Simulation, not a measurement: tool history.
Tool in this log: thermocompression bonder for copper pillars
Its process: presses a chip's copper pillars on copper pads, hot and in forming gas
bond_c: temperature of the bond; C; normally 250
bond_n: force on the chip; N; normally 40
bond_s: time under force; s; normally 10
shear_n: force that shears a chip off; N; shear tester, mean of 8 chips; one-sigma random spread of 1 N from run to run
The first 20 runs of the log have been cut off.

run,hour,bond_c,bond_n,bond_s,hours of work since the heater was calibrated,hours of work since the force cell was calibrated,hours of work since the gas filter was changed,shear_n
21,144.0,258,40,7,560,274,228,89.3
# hour 149.7: heater calibrated with a thermocouple chip
22,152.6,258,40,6,2,279,233,87.3
23,159.3,237,55,10,7,284,237,87.9
24,168.1,263,26,14,13,290,244,95.1
25,173.4,250,40,23,17,293,247,105.6
26,177.9,250,28,20,20,297,250,91.1
27,182.2,250,28,20,23,300,254,92.9
28,189.8,250,52,22,28,305,259,115.2
29,197.2,250,52,22,33,310,264,116.8
30,207.0,250,45,25,40,317,271,111.2
31,211.3,243,45,25,43,320,274,107.8
32,216.5,275,45,9,47,324,278,115.2
33,225.2,275,45,9,53,330,284,112.9
# hour 232.5: forming gas filter changed
34,233.1,246,36,19,58,335,0,97.3
35,241.7,233,40,14,64,341,6,79.3
36,248.0,238,42,10,69,346,11,77.7

Each row is a separate what-if for the run after 36, all from the same tool condition, not one after another. Results?
A,252.2,265,27,9,72,348,14,?
B,252.2,238,42,9,72,348,14,?
C,252.2,252,55,10,72,348,14,?

run,shear_n
A,88.2
B,74.3
C,104.4
Without the tool's unlogged condition, the same runs would have read:
run,shear_n
A,88.3
B,74.4
C,104.5
